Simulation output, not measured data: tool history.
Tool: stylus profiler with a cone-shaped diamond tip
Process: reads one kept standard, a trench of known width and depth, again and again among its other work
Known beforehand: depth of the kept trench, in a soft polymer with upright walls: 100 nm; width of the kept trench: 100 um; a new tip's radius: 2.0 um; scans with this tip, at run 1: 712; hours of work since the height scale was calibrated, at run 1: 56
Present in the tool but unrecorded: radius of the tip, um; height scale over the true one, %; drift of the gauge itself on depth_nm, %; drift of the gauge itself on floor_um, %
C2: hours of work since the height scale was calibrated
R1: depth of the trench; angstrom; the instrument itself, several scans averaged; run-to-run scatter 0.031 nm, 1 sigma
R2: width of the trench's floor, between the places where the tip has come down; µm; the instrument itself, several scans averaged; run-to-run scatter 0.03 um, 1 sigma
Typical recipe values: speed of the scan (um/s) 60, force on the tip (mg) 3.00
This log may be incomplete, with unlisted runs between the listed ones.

Run 1, hour 0.0: usual settings; scans with this tip 712; C2 56. Result: R1 1011.3 angstrom, R2 98.47 µm.
Run 2, hour 36.2: usual settings; scans with this tip 967; C2 77. Result: R1 1011.7 angstrom, R2 98.43 µm.
Run 3, hour 69.1: usual settings but speed of the scan (um/s) 128; scans with this tip 1197; C2 95. Result: R1 1011.4 angstrom, R2 98.21 µm.
Run 4, hour 104.0: usual settings but speed of the scan (um/s) 128; scans with this tip 1443; C2 114. Result: R1 1011.5 angstrom, R2 98.13 µm.
Run 5, hour 128.1: usual settings; scans with this tip 1611; C2 128. Result: R1 1011.0 angstrom, R2 98.47 µm.
Run 6, hour 168.4: usual settings; scans with this tip 1894; C2 150. Result: R1 1011.9 angstrom, R2 98.34 µm.
Run 7, hour 213.3: usual settings but speed of the scan (um/s) 17, force on the tip (mg) 2.06; scans with this tip 2210; C2 175. Result: R1 1009.2 angstrom, R2 98.54 µm.
At hour 217.4: height scale calibrated on a step standard.
Run 8, hour 239.0: usual settings but speed of the scan (um/s) 34, force on the tip (mg) 4.08; scans with this tip 2387; C2 12. Result: R1 1014.8 angstrom, R2 98.49 µm.
Run 9, hour 281.3: usual settings but speed of the scan (um/s) 34, force on the tip (mg) 4.08; scans with this tip 2683; C2 35. Result: R1 1014.6 angstrom, R2 98.47 µm.
Run 10, hour 323.3: usual settings but speed of the scan (um/s) 34, force on the tip (mg) 4.08; scans with this tip 2978; C2 59. Result: R1 1014.9 angstrom, R2 98.51 µm.

Selected run-to-run steps in R1, each split into two signed amounts: the part the tool would show with no hidden state at all (from settings, incoming material and random variation), and the remainder, which goes to the hidden state together with any gauge scatter not common to the measured and the hidden-state-free results:
Run 7 -> 8: speed of the scan (um/s) 17 -> 34, force on the tip (mg) 2.06 -> 4.08, height scale calibrated on a step standard. R1 +5.6 angstrom: hidden state +0.4, all else +5.2.
